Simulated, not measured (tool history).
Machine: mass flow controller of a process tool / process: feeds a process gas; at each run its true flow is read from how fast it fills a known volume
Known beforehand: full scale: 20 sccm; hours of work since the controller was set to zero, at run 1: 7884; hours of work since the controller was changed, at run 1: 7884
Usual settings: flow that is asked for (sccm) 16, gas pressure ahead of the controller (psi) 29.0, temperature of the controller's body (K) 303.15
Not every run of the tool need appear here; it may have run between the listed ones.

run,hour,flow that is asked for (sccm),gas pressure ahead of the controller (psi),temperature of the controller's body (K),hours of work since the controller was set to zero,hours of work since the controller was changed,true flow (%)
1,0.0,16,29.0,303.15,7884,7884,99.09
2,389.7,13,29.0,303.15,8172,8172,98.70
# hour 434.0: controller's zero set anew
3,619.8,13,29.0,303.15,138,8342,98.69
4,1038.3,13,29.0,303.15,447,8652,98.41
5,1339.7,13,29.0,303.15,670,8875,98.23
# hour 1437.5: controller exchanged for a calibrated one
6,1543.2,13,29.0,303.15,78,78,98.35
7,1867.1,13,29.0,303.15,318,318,98.16
8,2231.4,16,23.5,303.15,588,588,98.50
9,2435.7,16,23.5,293.15,739,739,99.39

What does the tool deliver on the next run?
10,2775.3,16,23.5,293.15,990,990,?

{"run 10": {"true flow (%)": 99.43}}
With the hidden condition absent and the run-to-run variation left alone, this run would have shown true flow (%) 100.38.
